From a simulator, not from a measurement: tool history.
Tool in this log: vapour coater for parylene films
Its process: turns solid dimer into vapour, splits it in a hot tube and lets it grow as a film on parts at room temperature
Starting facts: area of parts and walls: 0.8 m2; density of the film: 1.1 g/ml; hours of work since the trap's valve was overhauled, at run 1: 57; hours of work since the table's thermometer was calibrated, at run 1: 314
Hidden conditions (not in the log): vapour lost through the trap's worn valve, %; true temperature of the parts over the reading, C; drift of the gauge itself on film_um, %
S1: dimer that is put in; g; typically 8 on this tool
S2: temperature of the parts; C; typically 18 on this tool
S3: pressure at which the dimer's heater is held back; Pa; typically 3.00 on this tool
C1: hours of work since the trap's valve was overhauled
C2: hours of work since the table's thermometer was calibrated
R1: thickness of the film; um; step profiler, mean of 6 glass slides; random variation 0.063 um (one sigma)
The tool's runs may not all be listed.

run   hour  S1  S2     S3   C1   C2    R1
  1    0.0   8  18   3.00   57  314  7.59
  2   17.9   8  18   3.00   65  322  7.40
  3   28.9   8  18   3.00   70  327  7.51
  4   42.5   8  18   3.00   77  334  7.47
  5   55.4   8  18   3.00   83  340  7.60
  6   69.4   8  18  10.45   90  347  6.31
  7   84.0   8  18  10.45   96  354  6.26
  8   93.9   8  18   2.15  101  358  7.89
  9  102.2   8  18   2.15  105  362  7.79
 10  116.3   8  18   2.15  112  369  7.78
 11  127.5   5  18   3.00  117  374  4.79
 12  142.3   5  18   3.00  124  381  4.68
 13  156.9   5  18   3.00  131  388  4.67
 14  164.1   8  18   3.00  135  392  7.46
 15  179.6   8  18   3.00  142  399  7.36
 16  193.1   8  18   3.00  148  406  7.50
 17  204.1   4  16  11.27  154  411  3.39
 18  213.3   4  16  11.27  158  415  3.35
 19  221.1   6  18   3.11  162  419  5.57
 20  233.8   6  11   4.81  168  425  6.60
 21  251.8   8  18   5.30  176  434  6.95
 22  263.5   8  11   2.59  182  439  8.90

The next listed run, before its measurement:
 23  275.1  10  19  5.04  187  445   ?

{"run 23": {"R1": 8.41}}
On a tool with no hidden condition, and with the same random variation, this run would have come out at R1 8.45 um.

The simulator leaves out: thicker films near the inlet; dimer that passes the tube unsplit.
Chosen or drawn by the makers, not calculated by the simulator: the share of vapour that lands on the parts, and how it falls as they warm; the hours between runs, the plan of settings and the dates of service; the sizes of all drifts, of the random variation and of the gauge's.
